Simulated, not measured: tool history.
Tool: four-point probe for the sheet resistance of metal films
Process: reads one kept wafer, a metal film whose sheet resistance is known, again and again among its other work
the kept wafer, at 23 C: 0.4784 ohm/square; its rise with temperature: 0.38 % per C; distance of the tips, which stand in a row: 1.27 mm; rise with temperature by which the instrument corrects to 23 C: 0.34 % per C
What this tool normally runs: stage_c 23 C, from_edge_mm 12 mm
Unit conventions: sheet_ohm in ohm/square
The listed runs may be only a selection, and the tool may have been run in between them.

Run 1, hour 0.0: usual settings. Result: sheet_ohm 0.475735 ohm/square.
Run 2, hour 20.0: usual settings. Result: sheet_ohm 0.475695 ohm/square.
Run 3, hour 47.2: usual settings. Result: sheet_ohm 0.475587 ohm/square.
Run 4, hour 63.5: usual settings. Result: sheet_ohm 0.475783 ohm/square.
Run 5, hour 80.2: usual settings but stage_c 35 C. Result: sheet_ohm 0.478155 ohm/square.
Run 6, hour 100.3: usual settings but stage_c 35 C. Result: sheet_ohm 0.477912 ohm/square.
Run 7, hour 117.8: usual settings but stage_c 35 C. Result: sheet_ohm 0.478095 ohm/square.
Run 8, hour 149.1: usual settings but stage_c 35 C. Result: sheet_ohm 0.478156 ohm/square.
Run 9, hour 176.5: usual settings but stage_c 35 C. Result: sheet_ohm 0.478051 ohm/square.
Run 10, hour 204.4: usual settings but stage_c 28 C, from_edge_mm 14 mm. Result: sheet_ohm 0.475637 ohm/square.
Run 11, hour 236.5: usual settings but stage_c 26 C, from_edge_mm 10 mm. Result: sheet_ohm 0.477074 ohm/square.
Run 12, hour 254.4: usual settings but stage_c 24 C. Result: sheet_ohm 0.475387 ohm/square.
Run 13, hour 269.8: usual settings but stage_c 20 C. Result: sheet_ohm 0.474432 ohm/square.
Run 14, hour 283.6: usual settings but stage_c 20 C. Result: sheet_ohm 0.474482 ohm/square.
Run 15, hour 299.1: usual settings but stage_c 20 C. Result: sheet_ohm 0.474458 ohm/square.
Run 16, hour 330.2: usual settings but stage_c 30 C, from_edge_mm 25 mm. Result: sheet_ohm 0.474307 ohm/square.

Expected results for the next run?
Run 17, hour 362.7: usual settings but stage_c 30 C, from_edge_mm 25 mm. Result: sheet_ohm ?.

sheet_ohm: 0.474327 ohm/square
Minus the tool's unlogged condition, the same run would have read sheet_ohm 0.480651 ohm/square.
